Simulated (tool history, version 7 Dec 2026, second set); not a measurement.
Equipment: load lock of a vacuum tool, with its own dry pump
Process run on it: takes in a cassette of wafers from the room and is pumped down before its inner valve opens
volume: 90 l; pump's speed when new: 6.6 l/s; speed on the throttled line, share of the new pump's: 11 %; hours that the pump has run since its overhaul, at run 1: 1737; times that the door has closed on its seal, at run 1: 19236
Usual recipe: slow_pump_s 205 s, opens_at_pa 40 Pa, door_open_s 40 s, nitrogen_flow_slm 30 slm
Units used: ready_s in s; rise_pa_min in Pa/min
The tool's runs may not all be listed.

run     hour  slow_pump_s  opens_at_pa  door_open_s  nitrogen_flow_slm  hours that the pump has run since its overhaul  times that the door has closed on its seal  incoming humidity of the room's air, %  ready_s  rise_pa_min
  1        0          205           40           40                 30                                            1737                                       19236                                      49      293        0.303
  2    295.8          205           40           40                 30                                            2033                                       20422                                      46    295.3         0.33
  3    993.1          205           40           40                 30                                            2731                                       23217                                    50.4      297        0.404
  4   1454.5          205           40          213                 30                                            3192                                       25066                                    43.8    297.3        0.519
  5   2000.9          205           40           40                 30                                            3738                                       27255                                    42.2    297.9        0.519
  6   2722.8          205           40           40                 30                                            4460                                       30149                                    43.2    300.2        0.593
  7   3061.6          205           40          101                 30                                            4799                                       31507                                    45.8    298.1        0.662
      3180.6  -- door's seal changed, seat wiped
  8   3738.7          308           40          101                 30                                            5475                                        2236                                    45.2      389        0.069
  9   4084.4          266           40           40                 30                                            5820                                        3622                                    45.5      355        0.057
 10   4579.3          266           40           40                 30                                            6315                                        5606                                    45.9    356.5        0.072
 11     5190          266           40           86                 30                                            6926                                        8053                                    45.7    364.3        0.127
 12   5814.4          266           40           86                 30                                            7550                                       10555                                    47.3    359.5        0.151
 13     6298          266           40           74                 30                                            8034                                       12494                                    50.4      362        0.178
 14   6665.2          266           40           74                 30                                            8401                                       13965                                    45.1    359.8        0.203
 15   7025.4          266           40           74                 30                                            8761                                       15409                                      42    365.4        0.226
 16   7478.6          205           36           40                 30                                            9215                                       17225                                    40.4    313.2        0.245
 17   7952.4          205           36           40                 30                                            9688                                       19124                                    46.6      316        0.279
 18   8622.8          205           36           40                 30                                           10359                                       21811                                    42.3    316.5        0.331
 19   8936.7          205           40          116                 30                                           10673                                       23069                                      43    316.1          0.4
 20   9273.2          205           40          116                 30                                           11009                                       24418                                    46.7    314.6        0.432
 21   9574.8          120           40           49                 30                                           11311                                       25627                                    45.5    248.3        0.441
 22   9882.3          135           29           84                 22                                           11618                                       26859                                    44.6    264.3        0.488
 23  10320.7          174           30           51                 28                                           12057                                       28616                                      45    297.9         0.51
 24  10732.2          174           65           51                 28                                           12468                                       30265                                    43.8    286.5        0.566
     11112.5  -- dry pump taken out, an overhauled one fitted
     11189.4  -- door's seal changed, seat wiped
 25  11189.4          384           47           40                  4                                              75                                           0                                    43.5    447.6        0.041
 26  11622.7          305           68           97                 33                                             509                                        1736                                    46.8    371.5         0.06
 27  12310.4          305           30           97                 29                                            1196                                        4492                                    47.1    388.5        0.088
 28  12742.8          205           40           47                 30                                            1629                                        6225                                    48.3    297.3        0.077
 29  13306.1          205           40           47                 30                                            2192                                        8483                                    44.3    295.6        0.114
 30  13724.1          205           40           47                 30                                            2610                                       10158                                    44.3    296.6        0.139
 31  14225.2          286           72           65                 30                                            3111                                       12167                                    37.4    360.4        0.165
 32  14591.8          286           72           65                 30                                            3478                                       13636                                    47.2    363.3        0.195
 33  15134.9          277           75           56                  7                                            4021                                       15813                                    42.8    356.1         0.25
 34  15471.4          205           48           40                 30                                            4357                                       17161                                    45.9    299.2        0.247
 35  16012.3          205           48           40                 30                                            4898                                       19329                                      44    299.1        0.292
 36  16334.1          309           40           35                 22                                            5220                                       20619                                    42.3    390.2        0.333
 37    16952          309           40           35                 22                                            5838                                       23095                                    43.5    399.7        0.386

Here are 4 independent what-if runs from the current tool condition. What would each one return?
  A  17555          309           68           35                 22                                            6441                                       25512                                    44.4        ?            ?
  B  17555          309           40           39                  5                                            6441                                       25512                                    51.1        ?            ?
  C  17555          108           40          152                 22                                            6441                                       25512                                    42.6        ?            ?
  D  17555          152           40           33                 22                                            6441                                       25512                                    43.2        ?            ?

run  ready_s  rise_pa_min
  A    383.7         0.45
  B    396.9        0.468
  C    221.9        0.509
  D      259        0.447
Without the tool's hidden state the same runs would have given:
run  ready_s  rise_pa_min
  A    371.3        0.023
  B    383.4        0.043
  C    204.2        0.077
  D    242.4        0.021
